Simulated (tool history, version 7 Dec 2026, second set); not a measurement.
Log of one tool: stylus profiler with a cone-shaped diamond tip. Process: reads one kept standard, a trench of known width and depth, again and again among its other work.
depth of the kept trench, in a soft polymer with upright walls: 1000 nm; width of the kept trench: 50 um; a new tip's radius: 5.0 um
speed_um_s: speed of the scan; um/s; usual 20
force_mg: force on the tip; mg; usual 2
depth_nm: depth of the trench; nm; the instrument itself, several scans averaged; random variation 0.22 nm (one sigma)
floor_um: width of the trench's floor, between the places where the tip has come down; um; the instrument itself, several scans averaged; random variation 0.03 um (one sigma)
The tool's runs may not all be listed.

Run 1, day 0: usual settings. Result: depth_nm 1003.49 nm, floor_um 41.54 um.
Run 2, day 1.767: usual settings. Result: depth_nm 1003.48 nm, floor_um 41.37 um.
Run 3, day 3.529: usual settings but force_mg 2.77 mg. Result: depth_nm 1004.49 nm, floor_um 41.27 um.
Run 4, day 4.962: usual settings. Result: depth_nm 1003.38 nm, floor_um 41.18 um.
Run 5, day 5.958: usual settings but force_mg 0.74 mg. Result: depth_nm 1000.75 nm, floor_um 41.11 um.
Run 6, day 7.233: usual settings but force_mg 0.74 mg. Result: depth_nm 1000.41 nm, floor_um 40.99 um.
Run 7, day 8.158: usual settings. Result: depth_nm 1003.02 nm, floor_um 40.95 um.
Run 8, day 9.554: usual settings but speed_um_s 30 um/s. Result: depth_nm 1002.74 nm, floor_um 40.85 um.
Run 9, day 11.15: usual settings but speed_um_s 23 um/s. Result: depth_nm 1002.46 nm, floor_um 40.77 um.
Run 10, day 12.888: usual settings but force_mg 1.2 mg. Result: depth_nm 1001.06 nm, floor_um 40.58 um.
Run 11, day 14.592: usual settings but force_mg 1.83 mg. Result: depth_nm 1002.46 nm, floor_um 40.57 um.
Run 12, day 15.379: usual settings but force_mg 2.91 mg. Result: depth_nm 1004.09 nm, floor_um 40.45 um.
Run 13, day 16.767: usual settings but force_mg 2.91 mg. Result: depth_nm 1003.75 nm, floor_um 40.4 um.
Run 14, day 18.146: usual settings but force_mg 2.91 mg. Result: depth_nm 1004.05 nm, floor_um 40.29 um.
Run 15, day 19.562: usual settings. Result: depth_nm 1001.93 nm, floor_um 40.16 um.
Run 16, day 20.542: usual settings. Result: depth_nm 1002.23 nm, floor_um 40.12 um.
Run 17, day 21.708: usual settings. Result: depth_nm 1001.92 nm, floor_um 39.99 um.
Run 18, day 22.5: usual settings but force_mg 2.18 mg. Result: depth_nm 1002.53 nm, floor_um 40.01 um.
At day 22.6: height scale calibrated on a step standard.
Run 19, day 23.888: usual settings but speed_um_s 42 um/s, force_mg 1.14 mg. Result: depth_nm 999.27 nm, floor_um 39.79 um.
Run 20, day 25.067: usual settings but speed_um_s 46 um/s, force_mg 3.62 mg. Result: depth_nm 1003.61 nm, floor_um 39.8 um.
Run 21, day 26.496: usual settings but speed_um_s 46 um/s, force_mg 3.62 mg. Result: depth_nm 1003.39 nm, floor_um 39.64 um.
Run 22, day 28.004: usual settings but speed_um_s 46 um/s, force_mg 3.62 mg. Result: depth_nm 1003.17 nm, floor_um 39.66 um.
At day 29.642: height scale calibrated on a step standard, once more.
Run 23, day 29.654: usual settings but speed_um_s 46 um/s, force_mg 3.62 mg. Result: depth_nm 1007.76 nm, floor_um 39.56 um.
Run 24, day 30.946: usual settings but speed_um_s 46 um/s, force_mg 4.61 mg. Result: depth_nm 1009.21 nm, floor_um 39.47 um.
Run 25, day 32.392: usual settings but speed_um_s 6 um/s, force_mg 0.99 mg. Result: depth_nm 1003.53 nm, floor_um 39.43 um.
Run 26, day 33.896: usual settings but speed_um_s 40 um/s, force_mg 3 mg. Result: depth_nm 1007.23 nm, floor_um 39.28 um.
Run 27, day 35.208: usual settings but speed_um_s 12 um/s, force_mg 4.59 mg. Result: depth_nm 1009.18 nm, floor_um 39.22 um.
Run 28, day 36.483: usual settings but speed_um_s 12 um/s, force_mg 4.59 mg. Result: depth_nm 1009.09 nm, floor_um 39.22 um.
Run 29, day 37.458: usual settings but speed_um_s 12 um/s, force_mg 4.59 mg. Result: depth_nm 1009 nm, floor_um 39.06 um.
Run 30, day 39.233: usual settings but speed_um_s 14 um/s, force_mg 4.3 mg. Result: depth_nm 1008.48 nm, floor_um 39 um.
Run 31, day 40.95: usual settings but force_mg 1.16 mg. Result: depth_nm 1002.8 nm, floor_um 38.92 um.
Run 32, day 42.638: usual settings but speed_um_s 13 um/s, force_mg 1.52 mg. Result: depth_nm 1003.45 nm, floor_um 38.78 um.
Run 33, day 43.688: usual settings but speed_um_s 13 um/s, force_mg 1.52 mg. Result: depth_nm 1003.52 nm, floor_um 38.77 um.
Run 34, day 45.142: usual settings but force_mg 1.11 mg. Result: depth_nm 1002.73 nm, floor_um 38.66 um.

Forecast each of these 4 alternatives for the next run:
Run A, day 46.05: usual settings but speed_um_s 46 um/s, force_mg 4.65 mg. Result: depth_nm ?, floor_um ?.
Run B, day 46.05: usual settings but speed_um_s 11 um/s, force_mg 0.7 mg. Result: depth_nm ?, floor_um ?.
Run C, day 46.05: usual settings but speed_um_s 8 um/s, force_mg 5.52 mg. Result: depth_nm ?, floor_um ?.
Run D, day 46.05: usual settings but speed_um_s 6 um/s, force_mg 4.71 mg. Result: depth_nm ?, floor_um ?.

run  depth_nm  floor_um
  A    1008.7     38.56
  B   1001.74     38.58
  C   1009.51     38.64
  D   1008.58     38.58
Without the tool's hidden state the same runs would have given:
run  depth_nm  floor_um
  A   1009.87     43.93
  B    1002.9     43.96
  C   1010.68     44.02
  D   1009.75     43.96
